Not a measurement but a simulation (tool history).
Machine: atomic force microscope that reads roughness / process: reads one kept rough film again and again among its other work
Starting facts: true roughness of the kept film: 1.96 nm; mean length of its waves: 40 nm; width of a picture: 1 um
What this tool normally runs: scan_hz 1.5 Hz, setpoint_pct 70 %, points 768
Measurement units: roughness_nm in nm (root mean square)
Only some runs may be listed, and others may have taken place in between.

run   hour  scan_hz  setpoint_pct  points  roughness_nm
  1      0      1.5            70     768         1.797
  2    6.2      1.5            70     768         1.801
  3     14      1.5            63     768          1.81
  4   20.3      1.5            70     620          1.81
  5   27.3      1.5            70     620         1.801
  6   34.6      1.5            70     620         1.808
  7   40.3      1.5            70     620         1.796
  8   44.4      0.5            70     768         1.849
  9   49.1      0.5            61     768          1.87
 10   56.2      0.5            61     768          1.86
 11     60      0.5            61     768         1.888
 12   66.5      1.5            70     342         1.791
 13   70.6      1.5            70     342         1.802
 14   79.7      1.5            70     768         1.783
 15     86      1.5            70     768         1.805
 16   94.9      1.5            70     768         1.795
 17  102.1      1.5            59     768         1.838
 18  111.4      1.5            59     768         1.856
 19    118      1.5            59     768          1.85
 20  123.1      1.5            73     768         1.786
 21  129.5      1.5            73     768         1.792
 22  135.9      1.5            74     768         1.767
 23  141.7      1.5            74     768         1.783
 24  150.6      1.5            74     768         1.795
 25  156.5     1.75            68     456         1.792
 26  165.1      1.5            87     778         1.688
 27    172     2.64            80     767         1.634
 28  176.4     2.64            80     767          1.63
 29  185.5     0.77            60     494         1.853
 30  193.5     1.54            71     974         1.796
 31  199.8     2.28            70     914         1.751
 32  203.7     2.28            70     914         1.761
 33  207.8     1.14            71     523         1.811
 34  214.2     1.14            71     523         1.797
 35  220.8     0.76            70     768         1.853
 36  226.2     1.51            88     708         1.676
 37  234.6     1.51            85     332         1.688
 38  239.8     1.51            85     332         1.693
 39  248.5      1.5            90     768         1.656
 40  253.1     2.45            63     768         1.794
 41  259.5      0.9            61     768          1.85
 42  265.6     0.54            70     768          1.85
 43  273.5     0.54            63     768         1.873
 44  282.5     0.54            63     768         1.873

The log once held 4 entries between its listed runs, left out of this copy. Where does each go, and what is different about the tool's unlogged condition between the listed run before it and the listed run after it?
Logged between run 4 and run 5: new tip fitted (hour 26.8)
  radius of the tip, nm: 7.5 -> 7
Logged between run 17 and run 18: new tip fitted (hour 107.7)
  radius of the tip, nm: 7.5 -> 7
Logged between run 29 and run 30: new tip fitted (hour 189.2)
  radius of the tip, nm: 7.5 -> 7
Logged between run 42 and run 43: new tip fitted (hour 270.1)
  radius of the tip, nm: 7.5 -> 7

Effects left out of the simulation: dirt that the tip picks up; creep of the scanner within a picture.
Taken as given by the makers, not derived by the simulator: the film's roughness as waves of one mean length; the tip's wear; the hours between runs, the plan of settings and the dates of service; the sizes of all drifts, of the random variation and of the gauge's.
